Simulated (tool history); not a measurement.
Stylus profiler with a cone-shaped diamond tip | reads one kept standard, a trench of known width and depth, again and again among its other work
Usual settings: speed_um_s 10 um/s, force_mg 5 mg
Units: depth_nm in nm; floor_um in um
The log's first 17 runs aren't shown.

run,day,speed_um_s,force_mg,depth_nm,floor_um
18,25.604,8,5,102.6,28.41
19,27.946,8,5,102.47,28.37
20,29.675,7,5,102.46,28.44
21,31.454,7,5,102.52,28.38
22,33.704,7,5,102.36,28.43
23,35.808,7,5,102.37,28.34
24,37.825,10,6.28,102.89,28.33
25,39.542,4,10.33,104.17,28.31
26,41.012,5,2.17,101.19,28.34
27,42.146,9,2.07,101.03,28.27
28,43.225,29,7.19,103.02,28.26

The next listed run, before its measurement:
29,45.425,14,1.96,?,?

Run 29 gave depth_nm 101.07 nm, floor_um 28.27 um.
Without the tool's hidden state the same run would have given depth_nm 101.49 nm, floor_um 28.74 um.
